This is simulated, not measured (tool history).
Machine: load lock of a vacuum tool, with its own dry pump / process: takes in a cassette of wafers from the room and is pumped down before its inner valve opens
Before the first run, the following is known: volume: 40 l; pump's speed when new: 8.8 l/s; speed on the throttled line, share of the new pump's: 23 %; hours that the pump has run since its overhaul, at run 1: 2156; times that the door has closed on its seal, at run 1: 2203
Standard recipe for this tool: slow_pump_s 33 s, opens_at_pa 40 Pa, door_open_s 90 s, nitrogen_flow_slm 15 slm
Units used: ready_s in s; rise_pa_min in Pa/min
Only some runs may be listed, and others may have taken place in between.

| run | hour | slow_pump_s | opens_at_pa | door_open_s | nitrogen_flow_slm | hours that the pump has run since its overhaul | times that the door has closed on its seal | incoming humidity of the room's air, % | ready_s | rise_pa_min |
|---|---|---|---|---|---|---|---|---|---|---|
| 1 | 0.0 | 33 | 40 | 90 | 15 | 2156 | 2203 | 45.6 | 62.3 | 0.051 |
| 2 | 60.0 | 33 | 76 | 90 | 15 | 2216 | 2425 | 43.8 | 58.9 | 0.050 |
| 3 | 114.7 | 33 | 40 | 90 | 15 | 2271 | 2627 | 45.1 | 61.7 | 0.052 |
| 4 | 195.2 | 33 | 55 | 90 | 15 | 2351 | 2924 | 45.3 | 61.3 | 0.053 |
| 5 | 243.8 | 33 | 55 | 90 | 15 | 2400 | 3104 | 44.2 | 60.7 | 0.053 |
| 6 | 299.0 | 33 | 55 | 90 | 15 | 2455 | 3308 | 45.0 | 61.0 | 0.046 |
| 7 | 354.0 | 33 | 55 | 90 | 15 | 2510 | 3511 | 44.4 | 61.0 | 0.050 |
| 8 | 404.1 | 33 | 55 | 90 | 15 | 2560 | 3697 | 43.2 | 60.4 | 0.054 |
| 9 | 481.9 | 33 | 40 | 90 | 15 | 2638 | 3984 | 43.7 | 63.0 | 0.046 |
| 10 | 536.6 | 33 | 40 | 90 | 15 | 2693 | 4186 | 45.4 | 62.1 | 0.059 |
| 11 | 586.1 | 33 | 40 | 90 | 15 | 2742 | 4369 | 49.9 | 62.7 | 0.057 |
| 12 | 635.5 | 33 | 40 | 90 | 15 | 2791 | 4552 | 45.3 | 62.5 | 0.059 |
| 13 | 676.0 | 33 | 40 | 90 | 15 | 2832 | 4702 | 45.9 | 61.9 | 0.055 |
| 14 | 751.3 | 33 | 40 | 90 | 15 | 2907 | 4980 | 43.0 | 63.0 | 0.051 |
| 15 | 824.2 | 33 | 72 | 90 | 15 | 2980 | 5249 | 49.1 | 60.0 | 0.053 |
| 16 | 913.2 | 33 | 40 | 90 | 15 | 3069 | 5578 | 40.9 | 62.5 | 0.050 |
| 17 | 1008.4 | 33 | 40 | 90 | 15 | 3164 | 5930 | 44.1 | 63.0 | 0.048 |
| 18 | 1097.0 | 60 | 40 | 90 | 15 | 3253 | 6258 | 44.3 | 82.9 | 0.050 |
| 19 | 1170.0 | 53 | 49 | 90 | 15 | 3326 | 6528 | 43.3 | 76.9 | 0.055 |
| 20 | 1225.1 | 53 | 49 | 90 | 15 | 3381 | 6731 | 48.4 | 76.9 | 0.055 |
| 21 | 1287.1 | 53 | 71 | 90 | 12 | 3443 | 6960 | 46.0 | 74.4 | 0.054 |
| 22 | 1361.5 | 53 | 33 | 90 | 19 | 3518 | 7235 | 44.7 | 77.5 | 0.051 |
| 23 | 1407.8 | 27 | 76 | 110 | 6 | 3564 | 7406 | 45.2 | 54.8 | 0.067 |
| 24 | 1503.1 | 33 | 72 | 160 | 5 | 3659 | 7758 | 44.3 | 59.4 | 0.078 |
| 25 | 1553.8 | 33 | 46 | 90 | 15 | 3710 | 7946 | 49.3 | 61.9 | 0.058 |
| 26 | 1614.6 | 33 | 46 | 90 | 15 | 3771 | 8171 | 46.5 | 61.1 | 0.058 |
| 27 | 1707.3 | 33 | 46 | 90 | 15 | 3863 | 8513 | 45.4 | 62.0 | 0.059 |
| 28 | 1790.3 | 46 | 36 | 90 | 15 | 3946 | 8820 | 43.8 | 72.9 | 0.059 |
| 29 | 1865.7 | 46 | 36 | 90 | 15 | 4022 | 9099 | 43.6 | 73.2 | 0.058 |
| 30 | 1940.4 | 39 | 42 | 32 | 43 | 4096 | 9375 | 48.0 | 67.6 | 0.044 |
| 31 | 2027.8 | 53 | 63 | 209 | 33 | 4184 | 9698 | 40.7 | 74.9 | 0.063 |

Each run again, without the hidden state but with its own random variation kept:
Unlogged tool condition in this case: pump's speed, % of a new pump's; leak at the door's seal, Pa l/s; drift of the gauge itself on ready_s, %; drift of the gauge itself on rise_pa_min, %.
| run | ready_s | rise_pa_min |
|---|---|---|
| 1 | 61.7 | 0.048 |
| 2 | 58.3 | 0.047 |
| 3 | 61.0 | 0.049 |
| 4 | 60.6 | 0.049 |
| 5 | 60.0 | 0.049 |
| 6 | 60.3 | 0.042 |
| 7 | 60.3 | 0.045 |
| 8 | 59.7 | 0.049 |
| 9 | 62.2 | 0.040 |
| 10 | 61.4 | 0.053 |
| 11 | 61.9 | 0.051 |
| 12 | 61.7 | 0.052 |
| 13 | 61.1 | 0.049 |
| 14 | 62.2 | 0.043 |
| 15 | 59.2 | 0.046 |
| 16 | 61.7 | 0.042 |
| 17 | 62.1 | 0.040 |
| 18 | 82.2 | 0.041 |
| 19 | 76.2 | 0.045 |
| 20 | 76.2 | 0.046 |
| 21 | 73.7 | 0.044 |
| 22 | 76.7 | 0.040 |
| 23 | 53.9 | 0.056 |
| 24 | 58.6 | 0.067 |
| 25 | 60.9 | 0.046 |
| 26 | 60.1 | 0.046 |
| 27 | 61.0 | 0.046 |
| 28 | 72.0 | 0.045 |
| 29 | 72.2 | 0.044 |
| 30 | 66.6 | 0.029 |
| 31 | 74.0 | 0.048 |

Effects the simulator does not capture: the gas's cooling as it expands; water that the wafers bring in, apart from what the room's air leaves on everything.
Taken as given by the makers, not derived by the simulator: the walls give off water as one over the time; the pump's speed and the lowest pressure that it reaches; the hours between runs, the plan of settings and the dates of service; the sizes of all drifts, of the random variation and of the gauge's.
